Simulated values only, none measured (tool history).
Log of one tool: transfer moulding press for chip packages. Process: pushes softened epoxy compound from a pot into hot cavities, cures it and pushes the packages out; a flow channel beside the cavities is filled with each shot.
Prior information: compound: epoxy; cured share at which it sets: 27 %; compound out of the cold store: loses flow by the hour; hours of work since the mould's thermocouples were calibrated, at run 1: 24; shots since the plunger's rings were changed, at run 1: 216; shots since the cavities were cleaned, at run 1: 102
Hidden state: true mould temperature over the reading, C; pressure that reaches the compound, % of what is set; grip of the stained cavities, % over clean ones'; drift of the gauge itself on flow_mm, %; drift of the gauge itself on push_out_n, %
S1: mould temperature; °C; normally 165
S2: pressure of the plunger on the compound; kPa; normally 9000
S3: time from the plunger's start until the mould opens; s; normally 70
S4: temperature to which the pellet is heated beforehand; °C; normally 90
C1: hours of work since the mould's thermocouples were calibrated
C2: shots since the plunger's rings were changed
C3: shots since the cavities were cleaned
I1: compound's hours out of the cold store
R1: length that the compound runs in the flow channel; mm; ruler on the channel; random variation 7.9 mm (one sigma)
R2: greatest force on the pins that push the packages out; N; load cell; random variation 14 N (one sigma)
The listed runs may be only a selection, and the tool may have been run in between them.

run,day,S1,S2,S3,S4,C1,C2,C3,I1,R1,R2
1,0,165,9000,70,90,24,216,102,30.8,919,725
2,0.575,165,9000,70,90,31,400,286,41.5,883,847
3,0.917,165,9000,70,90,35,509,395,11.8,1015,964
# day 1.2: cavities cleaned with cleaning compound and waxed
4,1.3,165,9120,70,90,39,612,33,27.3,948,662
5,1.779,165,9120,70,90,46,765,186,23.5,958,812
6,2.35,165,9120,70,90,53,948,369,45.4,877,855
# day 2.692: cavities cleaned with cleaning compound and waxed
7,2.754,163,9000,70,90,57,1057,20,28.7,931,744
8,3.046,163,9000,70,90,61,1151,114,47.1,873,784
9,3.517,163,9000,70,90,67,1302,265,40.3,894,943
10,4.062,165,8270,70,90,74,1476,439,9.8,962,1022
# day 4.204: cavities cleaned with cleaning compound and waxed
11,4.588,165,8270,70,90,80,1624,122,35.4,864,727
# day 4.717: mould's thermocouples calibrated
12,5.038,158,9000,70,90,4,1742,240,43.6,893,1355
13,5.525,158,9000,70,90,10,1897,395,46.3,888,1517
# day 5.788: cavities cleaned with cleaning compound and waxed
14,6.167,165,9000,70,96,18,2084,122,24.9,937,731
# day 6.442: mould's thermocouples calibrated, once more
15,6.667,165,8920,102,90,3,2217,255,14.6,974,532
16,7.167,165,8920,102,90,9,2377,415,31.8,892,587
# day 7.367: cavities cleaned with cleaning compound and waxed
17,7.529,169,10240,65,95,13,2473,52,41.9,923,578
18,7.854,163,7390,86,89,17,2577,156,22.8,851,568
19,8.342,163,7390,86,89,24,2733,312,25.9,844,653
# day 8.862: cavities cleaned with cleaning compound and waxed
20,8.992,163,7390,86,89,31,2921,41,31.4,837,492
21,9.425,163,7390,86,89,37,3060,180,43,782,578
22,9.896,163,7390,86,89,43,3211,331,46.8,766,649
# day 10.35: cavities cleaned with cleaning compound and waxed
23,10.371,163,7390,86,83,48,3343,7,23.2,844,499
24,10.804,163,7440,86,89,54,3482,146,26.2,835,558
25,11.321,171,8380,52,83,60,3647,311,25.8,858,1407
26,11.717,171,8380,52,83,65,3774,438,15.4,904,1635
# day 11.833: cavities cleaned with cleaning compound and waxed
27,12.221,165,9130,95,85,71,3915,123,44,849,470
28,12.562,172,9130,95,90,75,4024,232,33.1,868,498

Some steps in R1, run to run, broken into two amounts with sign: the step expected even without the hidden condition (settings, incoming material, random variation), and the rest, left for the hidden condition together with whatever gauge scatter is not in both the measured and the hidden-condition-free result:
Run 2 -> 3: nothing adjusted, nothing logged. R1 +132 mm: hidden state -2, all else +134.
Run 10 -> 11: cavities cleaned with cleaning compound and waxed. R1 -98 mm: hidden state +0, all else -98.
Run 22 -> 23: S4 89 -> 83, cavities cleaned with cleaning compound and waxed. R1 +78 mm: hidden state -5, all else +83.
Run 25 -> 26: nothing adjusted, nothing logged. R1 +46 mm: hidden state -4, all else +50.
